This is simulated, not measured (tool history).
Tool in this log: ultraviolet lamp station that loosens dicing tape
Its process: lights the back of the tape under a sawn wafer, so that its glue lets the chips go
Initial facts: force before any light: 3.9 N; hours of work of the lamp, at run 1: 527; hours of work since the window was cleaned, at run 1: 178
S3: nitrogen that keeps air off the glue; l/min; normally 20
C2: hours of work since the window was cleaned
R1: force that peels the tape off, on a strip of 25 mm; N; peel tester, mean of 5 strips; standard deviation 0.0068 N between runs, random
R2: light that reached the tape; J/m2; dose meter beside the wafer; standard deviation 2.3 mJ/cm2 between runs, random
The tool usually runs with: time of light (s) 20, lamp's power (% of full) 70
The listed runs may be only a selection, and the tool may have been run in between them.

{"run": 1, "day": 0.0, "time of light (s)": 20, "lamp's power (% of full)": 70, "S3": 20, "hours of work of the lamp": 527, "C2": 178, "R1": 0.282, "R2": 1890}
{"run": 2, "day": 1.746, "time of light (s)": 20, "lamp's power (% of full)": 70, "S3": 20, "hours of work of the lamp": 550, "C2": 202, "R1": 0.288, "R2": 1880}
{"run": 3, "day": 2.467, "time of light (s)": 20, "lamp's power (% of full)": 70, "S3": 20, "hours of work of the lamp": 560, "C2": 212, "R1": 0.295, "R2": 1900}
{"run": 4, "day": 3.642, "time of light (s)": 20, "lamp's power (% of full)": 66, "S3": 20, "hours of work of the lamp": 576, "C2": 228, "R1": 0.321, "R2": 1720}
{"run": 5, "day": 4.367, "time of light (s)": 20, "lamp's power (% of full)": 66, "S3": 20, "hours of work of the lamp": 586, "C2": 238, "R1": 0.317, "R2": 1750}
{"run": 6, "day": 5.508, "time of light (s)": 20, "lamp's power (% of full)": 66, "S3": 33, "hours of work of the lamp": 602, "C2": 253, "R1": 0.261, "R2": 1730}
{"run": 7, "day": 6.279, "time of light (s)": 20, "lamp's power (% of full)": 71, "S3": 33, "hours of work of the lamp": 613, "C2": 264, "R1": 0.237, "R2": 1840}
{"run": 8, "day": 7.758, "time of light (s)": 20, "lamp's power (% of full)": 71, "S3": 33, "hours of work of the lamp": 633, "C2": 284, "R1": 0.24, "R2": 1820}
{"run": 9, "day": 9.267, "time of light (s)": 20, "lamp's power (% of full)": 71, "S3": 33, "hours of work of the lamp": 654, "C2": 305, "R1": 0.252, "R2": 1790}
{"run": 10, "day": 10.154, "time of light (s)": 20, "lamp's power (% of full)": 70, "S3": 20, "hours of work of the lamp": 666, "C2": 317, "R1": 0.311, "R2": 1780}
{"run": 11, "day": 11.354, "time of light (s)": 20, "lamp's power (% of full)": 70, "S3": 20, "hours of work of the lamp": 682, "C2": 334, "R1": 0.321, "R2": 1770}
{"run": 12, "day": 13.008, "time of light (s)": 20, "lamp's power (% of full)": 70, "S3": 20, "hours of work of the lamp": 705, "C2": 356, "R1": 0.342, "R2": 1710}
{"run": 13, "day": 13.912, "time of light (s)": 20, "lamp's power (% of full)": 70, "S3": 17, "hours of work of the lamp": 717, "C2": 369, "R1": 0.354, "R2": 1750}
{"run": 14, "day": 15.25, "time of light (s)": 19, "lamp's power (% of full)": 70, "S3": 20, "hours of work of the lamp": 736, "C2": 387, "R1": 0.347, "R2": 1640}
{"run": 15, "day": 16.504, "time of light (s)": 19, "lamp's power (% of full)": 70, "S3": 20, "hours of work of the lamp": 753, "C2": 404, "R1": 0.358, "R2": 1640}
{"run": 16, "day": 17.233, "time of light (s)": 19, "lamp's power (% of full)": 77, "S3": 20, "hours of work of the lamp": 763, "C2": 414, "R1": 0.302, "R2": 1780}
{"run": 17, "day": 18.271, "time of light (s)": 19, "lamp's power (% of full)": 77, "S3": 20, "hours of work of the lamp": 777, "C2": 429, "R1": 0.307, "R2": 1760}
{"run": 18, "day": 19.067, "time of light (s)": 20, "lamp's power (% of full)": 70, "S3": 20, "hours of work of the lamp": 788, "C2": 439, "R1": 0.342, "R2": 1670}
{"run": 19, "day": 19.821, "time of light (s)": 20, "lamp's power (% of full)": 94, "S3": 20, "hours of work of the lamp": 799, "C2": 450, "R1": 0.234, "R2": 2190}
{"run": 20, "day": 20.962, "time of light (s)": 23, "lamp's power (% of full)": 70, "S3": 20, "hours of work of the lamp": 814, "C2": 466, "R1": 0.288, "R2": 1940}
{"run": 21, "day": 22.521, "time of light (s)": 23, "lamp's power (% of full)": 70, "S3": 20, "hours of work of the lamp": 836, "C2": 487, "R1": 0.28, "R2": 1870}
{"day": 23.275, "done": "window cleaned of glue's vapour"}
{"run": 22, "day": 24.162, "time of light (s)": 25, "lamp's power (% of full)": 70, "S3": 20, "hours of work of the lamp": 858, "C2": 12, "R1": 0.234, "R2": 2180}
{"run": 23, "day": 25.708, "time of light (s)": 10, "lamp's power (% of full)": 66, "S3": 20, "hours of work of the lamp": 879, "C2": 33, "R1": 0.985, "R2": 850}
{"run": 24, "day": 26.7, "time of light (s)": 10, "lamp's power (% of full)": 66, "S3": 20, "hours of work of the lamp": 893, "C2": 47, "R1": 1.01, "R2": 810}
{"run": 25, "day": 27.788, "time of light (s)": 17, "lamp's power (% of full)": 87, "S3": 26, "hours of work of the lamp": 908, "C2": 62, "R1": 0.276, "R2": 1780}
{"run": 26, "day": 29.417, "time of light (s)": 17, "lamp's power (% of full)": 87, "S3": 26, "hours of work of the lamp": 930, "C2": 84, "R1": 0.262, "R2": 1750}
{"run": 27, "day": 30.162, "time of light (s)": 18, "lamp's power (% of full)": 70, "S3": 33, "hours of work of the lamp": 940, "C2": 95, "R1": 0.297, "R2": 1540}
{"run": 28, "day": 31.175, "time of light (s)": 38, "lamp's power (% of full)": 70, "S3": 14, "hours of work of the lamp": 954, "C2": 108, "R1": 0.211, "R2": 3190}
{"run": 29, "day": 32.229, "time of light (s)": 12, "lamp's power (% of full)": 81, "S3": 20, "hours of work of the lamp": 969, "C2": 123, "R1": 0.604, "R2": 1130}
{"run": 30, "day": 33.858, "time of light (s)": 20, "lamp's power (% of full)": 97, "S3": 14, "hours of work of the lamp": 991, "C2": 145, "R1": 0.269, "R2": 2280}
{"run": 31, "day": 34.812, "time of light (s)": 20, "lamp's power (% of full)": 97, "S3": 14, "hours of work of the lamp": 1004, "C2": 158, "R1": 0.278, "R2": 2250}
{"run": 32, "day": 36.012, "time of light (s)": 15, "lamp's power (% of full)": 76, "S3": 14, "hours of work of the lamp": 1020, "C2": 175, "R1": 0.629, "R2": 1310}
{"run": 33, "day": 37.762, "time of light (s)": 14, "lamp's power (% of full)": 61, "S3": 29, "hours of work of the lamp": 1044, "C2": 199, "R1": 0.629, "R2": 990}
{"run": 34, "day": 39.388, "time of light (s)": 33, "lamp's power (% of full)": 70, "S3": 20, "hours of work of the lamp": 1067, "C2": 221, "R1": 0.216, "R2": 2630}
{"run": 35, "day": 40.904, "time of light (s)": 28, "lamp's power (% of full)": 97, "S3": 30, "hours of work of the lamp": 1088, "C2": 242, "R1": 0.183, "R2": 3060}
{"run": 36, "day": 42.55, "time of light (s)": 38, "lamp's power (% of full)": 97, "S3": 30, "hours of work of the lamp": 1110, "C2": 265, "R1": 0.185, "R2": 4070}
{"run": 37, "day": 44.171, "time of light (s)": 13, "lamp's power (% of full)": 70, "S3": 13, "hours of work of the lamp": 1132, "C2": 287, "R1": 0.951, "R2": 1020}
{"run": 38, "day": 44.892, "time of light (s)": 11, "lamp's power (% of full)": 70, "S3": 27, "hours of work of the lamp": 1142, "C2": 297, "R1": 0.789, "R2": 850}
{"run": 39, "day": 46.592, "time of light (s)": 36, "lamp's power (% of full)": 75, "S3": 8, "hours of work of the lamp": 1166, "C2": 320, "R1": 0.271, "R2": 2900}
{"day": 46.833, "done": "lamp changed"}
{"run": 40, "day": 47.646, "time of light (s)": 36, "lamp's power (% of full)": 85, "S3": 8, "hours of work of the lamp": 11, "C2": 334, "R1": 0.178, "R2": 4720}
{"run": 41, "day": 49.279, "time of light (s)": 15, "lamp's power (% of full)": 67, "S3": 7, "hours of work of the lamp": 34, "C2": 356, "R1": 0.743, "R2": 1510}
{"run": 42, "day": 50.629, "time of light (s)": 32, "lamp's power (% of full)": 63, "S3": 10, "hours of work of the lamp": 52, "C2": 375, "R1": 0.216, "R2": 3110}
{"run": 43, "day": 51.95, "time of light (s)": 32, "lamp's power (% of full)": 63, "S3": 10, "hours of work of the lamp": 70, "C2": 393, "R1": 0.23, "R2": 3040}

Had the tool no unlogged condition, and each run kept its random variation, what would the results have been?
Hidden conditions of the tool in this case: lamp's light, % of a new lamp's; light that the window lets through, % of a clean one's; drift of the gauge itself on peel_n, %; drift of the gauge itself on dose_mj_cm2, %.
run=1 R1=0.224 R2=2300
run=2 R1=0.228 R2=2310
run=3 R1=0.231 R2=2340
run=4 R1=0.243 R2=2160
run=5 R1=0.238 R2=2180
run=6 R1=0.211 R2=2170
run=7 R1=0.197 R2=2330
run=8 R1=0.199 R2=2330
run=9 R1=0.205 R2=2320
run=10 R1=0.224 R2=2300
run=11 R1=0.231 R2=2310
run=12 R1=0.244 R2=2270
run=13 R1=0.241 R2=2320
run=14 R1=0.234 R2=2200
run=15 R1=0.241 R2=2200
run=16 R1=0.209 R2=2410
run=17 R1=0.21 R2=2400
run=18 R1=0.23 R2=2300
run=19 R1=0.19 R2=3040
run=20 R1=0.208 R2=2680
run=21 R1=0.197 R2=2630
run=22 R1=0.189 R2=2870
run=23 R1=0.665 R2=1120
run=24 R1=0.673 R2=1080
run=25 R1=0.209 R2=2410
run=26 R1=0.195 R2=2390
run=27 R1=0.207 R2=2090
run=28 R1=0.193 R2=4380
run=29 R1=0.359 R2=1570
run=30 R1=0.197 R2=3200
run=31 R1=0.204 R2=3170
run=32 R1=0.363 R2=1870
run=33 R1=0.356 R2=1410
run=34 R1=0.191 R2=3820
run=35 R1=0.178 R2=4490
run=36 R1=0.184 R2=6050
run=37 R1=0.524 R2=1520
run=38 R1=0.421 R2=1280
run=39 R1=0.191 R2=4430
run=40 R1=0.176 R2=5000
run=41 R1=0.674 R2=1610
run=42 R1=0.202 R2=3350
run=43 R1=0.214 R2=3300

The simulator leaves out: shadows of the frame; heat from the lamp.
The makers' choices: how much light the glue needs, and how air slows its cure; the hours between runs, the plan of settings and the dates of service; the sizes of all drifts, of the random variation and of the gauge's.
